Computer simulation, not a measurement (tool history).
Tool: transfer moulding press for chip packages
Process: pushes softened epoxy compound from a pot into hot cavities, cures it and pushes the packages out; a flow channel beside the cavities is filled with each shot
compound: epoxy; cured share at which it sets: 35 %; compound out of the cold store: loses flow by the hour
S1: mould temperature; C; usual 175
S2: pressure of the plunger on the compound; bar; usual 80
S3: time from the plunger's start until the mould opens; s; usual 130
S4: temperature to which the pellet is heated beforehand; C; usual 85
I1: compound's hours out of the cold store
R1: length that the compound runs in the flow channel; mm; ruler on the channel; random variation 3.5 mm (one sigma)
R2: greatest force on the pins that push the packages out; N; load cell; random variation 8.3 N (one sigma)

{"run": 1, "hour": 0.0, "S1": 175, "S2": 80, "S3": 130, "S4": 85, "I1": 31.5, "R1": 779, "R2": 354}
{"run": 2, "hour": 5.4, "S1": 175, "S2": 80, "S3": 130, "S4": 85, "I1": 19.6, "R1": 832, "R2": 376}
{"run": 3, "hour": 17.6, "S1": 175, "S2": 80, "S3": 130, "S4": 85, "I1": 9.8, "R1": 872, "R2": 366}
{"run": 4, "hour": 23.6, "S1": 175, "S2": 80, "S3": 130, "S4": 85, "I1": 40.5, "R1": 737, "R2": 374}
{"run": 5, "hour": 32.2, "S1": 175, "S2": 80, "S3": 130, "S4": 85, "I1": 39.9, "R1": 735, "R2": 371}
{"run": 6, "hour": 41.4, "S1": 175, "S2": 80, "S3": 130, "S4": 85, "I1": 9.4, "R1": 880, "R2": 369}
{"run": 7, "hour": 47.0, "S1": 175, "S2": 80, "S3": 130, "S4": 85, "I1": 13.9, "R1": 861, "R2": 363}
{"run": 8, "hour": 57.1, "S1": 172, "S2": 80, "S3": 130, "S4": 85, "I1": 35.6, "R1": 764, "R2": 362}
{"run": 9, "hour": 68.0, "S1": 172, "S2": 80, "S3": 130, "S4": 85, "I1": 44, "R1": 740, "R2": 381}
{"run": 10, "hour": 81.1, "S1": 172, "S2": 80, "S3": 130, "S4": 85, "I1": 19.8, "R1": 841, "R2": 376}
{"run": 11, "hour": 87.3, "S1": 172, "S2": 80, "S3": 130, "S4": 85, "I1": 40.9, "R1": 735, "R2": 373}
{"run": 12, "hour": 98.1, "S1": 175, "S2": 80, "S3": 130, "S4": 85, "I1": 40.6, "R1": 743, "R2": 351}
{"run": 13, "hour": 103.4, "S1": 175, "S2": 80, "S3": 130, "S4": 85, "I1": 43.9, "R1": 720, "R2": 364}
{"run": 14, "hour": 111.9, "S1": 175, "S2": 80, "S3": 130, "S4": 85, "I1": 17.3, "R1": 838, "R2": 361}
{"run": 15, "hour": 118.1, "S1": 175, "S2": 80, "S3": 130, "S4": 85, "I1": 42.6, "R1": 730, "R2": 354}
{"run": 16, "hour": 127.2, "S1": 168, "S2": 80, "S3": 130, "S4": 85, "I1": 23.1, "R1": 843, "R2": 437}
{"run": 17, "hour": 134.0, "S1": 168, "S2": 80, "S3": 130, "S4": 85, "I1": 30.3, "R1": 811, "R2": 432}
{"run": 18, "hour": 141.0, "S1": 171, "S2": 98.5, "S3": 146, "S4": 95, "I1": 27.7, "R1": 902, "R2": 364}
{"run": 19, "hour": 151.5, "S1": 175, "S2": 80, "S3": 130, "S4": 86, "I1": 14, "R1": 863, "R2": 367}
{"run": 20, "hour": 161.5, "S1": 175, "S2": 80, "S3": 130, "S4": 86, "I1": 33.4, "R1": 765, "R2": 368}
{"run": 21, "hour": 170.4, "S1": 175, "S2": 80, "S3": 131, "S4": 79, "I1": 32.7, "R1": 769, "R2": 361}
{"run": 22, "hour": 178.9, "S1": 175, "S2": 80, "S3": 131, "S4": 79, "I1": 18, "R1": 829, "R2": 376}
{"run": 23, "hour": 184.6, "S1": 178, "S2": 80, "S3": 130, "S4": 92, "I1": 29, "R1": 770, "R2": 359}
{"run": 24, "hour": 192.6, "S1": 177, "S2": 80, "S3": 137, "S4": 84, "I1": 45.8, "R1": 712, "R2": 342}
{"run": 25, "hour": 201.0, "S1": 177, "S2": 80, "S3": 137, "S4": 84, "I1": 20.6, "R1": 808, "R2": 353}
{"run": 26, "hour": 213.4, "S1": 175, "S2": 95.2, "S3": 138, "S4": 87, "I1": 40, "R1": 798, "R2": 356}
{"run": 27, "hour": 222.9, "S1": 175, "S2": 80, "S3": 126, "S4": 85, "I1": 32.5, "R1": 776, "R2": 364}
{"run": 28, "hour": 227.6, "S1": 180, "S2": 70.3, "S3": 163, "S4": 93, "I1": 36.3, "R1": 692, "R2": 355}
{"run": 29, "hour": 232.7, "S1": 179, "S2": 96.2, "S3": 161, "S4": 85, "I1": 40.4, "R1": 796, "R2": 337}

Not shown: 5 entries that the log had between the listed runs. Between which runs, and how does the tool's hidden state differ before and after?
Between runs 2 and 3: cavities cleaned with cleaning compound and waxed (hour 13)
  grip of the stained cavities, % over clean ones': 0.7 -> 0.1
Between runs 9 and 10: cavities cleaned with cleaning compound and waxed (hour 77)
  grip of the stained cavities, % over clean ones': 0.7 -> 0.1
Between runs 17 and 18: cavities cleaned with cleaning compound and waxed (hour 141)
  grip of the stained cavities, % over clean ones': 0.7 -> 0
Between runs 20 and 21: plunger's sealing rings changed (hour 169.6)
  pressure that reaches the compound, % of what is set: 99.84 -> 100; grip of the stained cavities, % over clean ones': 0.4 -> 0.5
Between runs 25 and 26: cavities cleaned with cleaning compound and waxed (hour 207.3)
  grip of the stained cavities, % over clean ones': 0.7 -> 0.1
